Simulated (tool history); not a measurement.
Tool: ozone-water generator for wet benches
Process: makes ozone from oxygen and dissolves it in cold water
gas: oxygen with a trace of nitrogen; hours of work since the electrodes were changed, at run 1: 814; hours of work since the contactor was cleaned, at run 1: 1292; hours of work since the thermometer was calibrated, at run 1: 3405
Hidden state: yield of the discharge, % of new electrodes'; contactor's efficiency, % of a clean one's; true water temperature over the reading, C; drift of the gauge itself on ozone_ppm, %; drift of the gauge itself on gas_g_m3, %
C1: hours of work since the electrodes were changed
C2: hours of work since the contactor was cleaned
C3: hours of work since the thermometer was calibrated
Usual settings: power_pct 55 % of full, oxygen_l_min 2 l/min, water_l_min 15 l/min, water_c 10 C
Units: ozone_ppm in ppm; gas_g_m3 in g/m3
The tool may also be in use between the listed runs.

{"run": 1, "hour": 0.0, "power_pct": 55, "oxygen_l_min": 2, "water_l_min": 15, "water_c": 10, "C1": 814, "C2": 1292, "C3": 3405, "ozone_ppm": 13.5, "gas_g_m3": 178.5}
{"run": 2, "hour": 49.3, "power_pct": 55, "oxygen_l_min": 2, "water_l_min": 15, "water_c": 10, "C1": 861, "C2": 1339, "C3": 3452, "ozone_ppm": 13.2, "gas_g_m3": 178}
{"run": 3, "hour": 79.7, "power_pct": 55, "oxygen_l_min": 2, "water_l_min": 18, "water_c": 10, "C1": 890, "C2": 1368, "C3": 3481, "ozone_ppm": 11.1, "gas_g_m3": 178.7}
{"run": 4, "hour": 144.8, "power_pct": 55, "oxygen_l_min": 2, "water_l_min": 18, "water_c": 10, "C1": 952, "C2": 1430, "C3": 3543, "ozone_ppm": 11.1, "gas_g_m3": 178.4}
{"run": 5, "hour": 188.2, "power_pct": 55, "oxygen_l_min": 2, "water_l_min": 18, "water_c": 10, "C1": 993, "C2": 1471, "C3": 3584, "ozone_ppm": 10.9, "gas_g_m3": 179.2}
{"run": 6, "hour": 235.5, "power_pct": 55, "oxygen_l_min": 2, "water_l_min": 23, "water_c": 10, "C1": 1038, "C2": 1516, "C3": 3629, "ozone_ppm": 8.2, "gas_g_m3": 177.6}
{"run": 7, "hour": 287.3, "power_pct": 55, "oxygen_l_min": 2, "water_l_min": 23, "water_c": 10, "C1": 1087, "C2": 1565, "C3": 3678, "ozone_ppm": 8.1, "gas_g_m3": 179.1}
{"run": 8, "hour": 320.9, "power_pct": 55, "oxygen_l_min": 2, "water_l_min": 23, "water_c": 10, "C1": 1119, "C2": 1597, "C3": 3710, "ozone_ppm": 8.4, "gas_g_m3": 178.3}
{"run": 9, "hour": 389.4, "power_pct": 59, "oxygen_l_min": 2, "water_l_min": 15, "water_c": 10, "C1": 1184, "C2": 1663, "C3": 3775, "ozone_ppm": 14.3, "gas_g_m3": 191.6}
{"run": 10, "hour": 428.1, "power_pct": 55, "oxygen_l_min": 2, "water_l_min": 16, "water_c": 10, "C1": 1221, "C2": 1699, "C3": 3812, "ozone_ppm": 12.3, "gas_g_m3": 178.4}
{"run": 11, "hour": 476.2, "power_pct": 92, "oxygen_l_min": 2, "water_l_min": 15, "water_c": 10, "C1": 1267, "C2": 1745, "C3": 3858, "ozone_ppm": 21.7, "gas_g_m3": 288.2}
{"run": 12, "hour": 518.5, "power_pct": 92, "oxygen_l_min": 2, "water_l_min": 15, "water_c": 10, "C1": 1307, "C2": 1785, "C3": 3898, "ozone_ppm": 21.2, "gas_g_m3": 287.1}
{"run": 13, "hour": 560.2, "power_pct": 59, "oxygen_l_min": 2, "water_l_min": 15, "water_c": 10, "C1": 1347, "C2": 1825, "C3": 3938, "ozone_ppm": 14.1, "gas_g_m3": 191.5}
{"run": 14, "hour": 616.7, "power_pct": 59, "oxygen_l_min": 2, "water_l_min": 15, "water_c": 10, "C1": 1400, "C2": 1879, "C3": 3991, "ozone_ppm": 14.3, "gas_g_m3": 189.6}
{"run": 15, "hour": 673.8, "power_pct": 59, "oxygen_l_min": 1.97, "water_l_min": 10, "water_c": 10, "C1": 1455, "C2": 1933, "C3": 4046, "ozone_ppm": 21.2, "gas_g_m3": 191.3}
{"run": 16, "hour": 732.0, "power_pct": 55, "oxygen_l_min": 1.19, "water_l_min": 15, "water_c": 10, "C1": 1510, "C2": 1989, "C3": 4101, "ozone_ppm": 12.2, "gas_g_m3": 246.1}
{"run": 17, "hour": 778.1, "power_pct": 55, "oxygen_l_min": 1.5, "water_l_min": 12, "water_c": 15, "C1": 1554, "C2": 2032, "C3": 4145, "ozone_ppm": 15.5, "gas_g_m3": 211.8}
{"run": 18, "hour": 807.6, "power_pct": 55, "oxygen_l_min": 1.5, "water_l_min": 12, "water_c": 15, "C1": 1582, "C2": 2060, "C3": 4173, "ozone_ppm": 15.5, "gas_g_m3": 210.6}
{"run": 19, "hour": 866.9, "power_pct": 55, "oxygen_l_min": 1.5, "water_l_min": 19, "water_c": 7, "C1": 1638, "C2": 2117, "C3": 4229, "ozone_ppm": 9.8, "gas_g_m3": 213.2}
{"run": 20, "hour": 911.6, "power_pct": 98, "oxygen_l_min": 1.5, "water_l_min": 23, "water_c": 8, "C1": 1681, "C2": 2159, "C3": 4272, "ozone_ppm": 13.2, "gas_g_m3": 360.3}
{"run": 21, "hour": 945.0, "power_pct": 98, "oxygen_l_min": 1.5, "water_l_min": 23, "water_c": 8, "C1": 1713, "C2": 2191, "C3": 4304, "ozone_ppm": 13.2, "gas_g_m3": 361.1}
{"run": 22, "hour": 1004.7, "power_pct": 98, "oxygen_l_min": 1.5, "water_l_min": 23, "water_c": 16, "C1": 1770, "C2": 2248, "C3": 4361, "ozone_ppm": 12.8, "gas_g_m3": 358.6}
{"run": 23, "hour": 1065.0, "power_pct": 98, "oxygen_l_min": 1.5, "water_l_min": 23, "water_c": 16, "C1": 1827, "C2": 2305, "C3": 4418, "ozone_ppm": 12.7, "gas_g_m3": 361.4}
{"run": 24, "hour": 1122.7, "power_pct": 55, "oxygen_l_min": 1.87, "water_l_min": 11, "water_c": 10, "C1": 1882, "C2": 2360, "C3": 4473, "ozone_ppm": 18.1, "gas_g_m3": 187.2}
{"run": 25, "hour": 1153.8, "power_pct": 55, "oxygen_l_min": 1.87, "water_l_min": 11, "water_c": 10, "C1": 1911, "C2": 2390, "C3": 4502, "ozone_ppm": 18.1, "gas_g_m3": 187.1}

Run 26 comes next. What will it give?
{"run": 26, "hour": 1199.9, "power_pct": 77, "oxygen_l_min": 1.46, "water_l_min": 20, "water_c": 15, "C1": 1955, "C2": 2434, "C3": 4546, "ozone_ppm": "?", "gas_g_m3": "?"}

Run 26 gave ozone_ppm 12 ppm, gas_g_m3 294.7 g/m3.
Without the tool's hidden state the same run would have given ozone_ppm 12 ppm, gas_g_m3 294.8 g/m3.

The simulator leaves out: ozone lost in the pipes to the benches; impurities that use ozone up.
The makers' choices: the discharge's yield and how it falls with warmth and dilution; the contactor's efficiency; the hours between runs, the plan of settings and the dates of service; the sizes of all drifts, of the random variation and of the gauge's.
